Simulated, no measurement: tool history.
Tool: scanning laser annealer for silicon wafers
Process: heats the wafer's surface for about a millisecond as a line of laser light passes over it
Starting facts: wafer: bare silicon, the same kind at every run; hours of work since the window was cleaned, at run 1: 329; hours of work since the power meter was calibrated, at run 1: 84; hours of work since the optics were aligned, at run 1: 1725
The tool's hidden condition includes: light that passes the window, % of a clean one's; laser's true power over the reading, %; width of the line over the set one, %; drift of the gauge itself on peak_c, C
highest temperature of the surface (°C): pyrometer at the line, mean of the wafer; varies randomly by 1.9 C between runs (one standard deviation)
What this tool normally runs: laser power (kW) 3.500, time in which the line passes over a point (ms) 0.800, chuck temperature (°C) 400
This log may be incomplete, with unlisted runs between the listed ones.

run	day	laser power (kW)	time in which the line passes over a point (ms)	chuck temperature (°C)	hours of work since the window was cleaned	hours of work since the power meter was calibrated	hours of work since the optics were aligned	highest temperature of the surface (°C)
1	0.000	3.500	0.800	400	329	84	1725	1185
2	0.379	3.500	0.800	400	334	89	1730	1185
3	0.825	3.500	0.800	400	340	95	1736	1188
4	1.212	3.500	0.800	400	345	100	1741	1180
5	1.875	3.500	0.800	400	354	109	1750	1182
6	2.367	3.500	0.800	400	361	116	1757	1185
7	2.692	3.500	0.800	400	365	120	1761	1186
8	3.050	3.500	0.800	400	370	125	1766	1183
9	3.467	3.500	0.800	400	376	130	1772	1182
10	4.112	3.500	0.800	400	384	139	1780	1187
11	4.779	3.651	0.800	400	393	148	1789	1222
12	5.342	3.292	0.854	400	401	156	1797	1144
13	5.654	3.500	0.757	390	405	160	1801	1150
14	5.996	3.428	0.687	371	410	165	1806	1082
15	6.454	3.302	0.687	414	416	171	1812	1095
16	7.125	3.500	0.800	417	425	180	1821	1195
17	7.675	3.500	0.800	417	433	187	1828	1195
18	8.033	3.257	0.910	400	437	192	1833	1156
19	8.579	3.500	0.926	400	445	199	1841	1229
20	9.154	3.812	0.926	378	452	207	1848	1301
# day 9.825: optics aligned, line set to its width
21	9.833	3.486	0.798	400	459	214	0	1200
22	10.558	3.486	0.708	438	469	223	10	1191

5 ways to go on from here, each from the tool as it stands after run 22. What would each give?
A	10.917	3.266	0.708	438	473	228	15	?
B	10.917	3.486	0.886	391	473	228	15	?
C	10.917	3.500	0.800	364	473	228	15	?
D	10.917	3.757	0.656	400	473	228	15	?
E	10.917	3.486	0.708	372	473	228	15	?

run	highest temperature of the surface (°C)
A	1136
B	1224
C	1166
D	1200
E	1125
With the hidden condition removed and each run's random variation left untouched, the same runs would have given:
run	highest temperature of the surface (°C)
A	1150
B	1240
C	1181
D	1215
E	1140
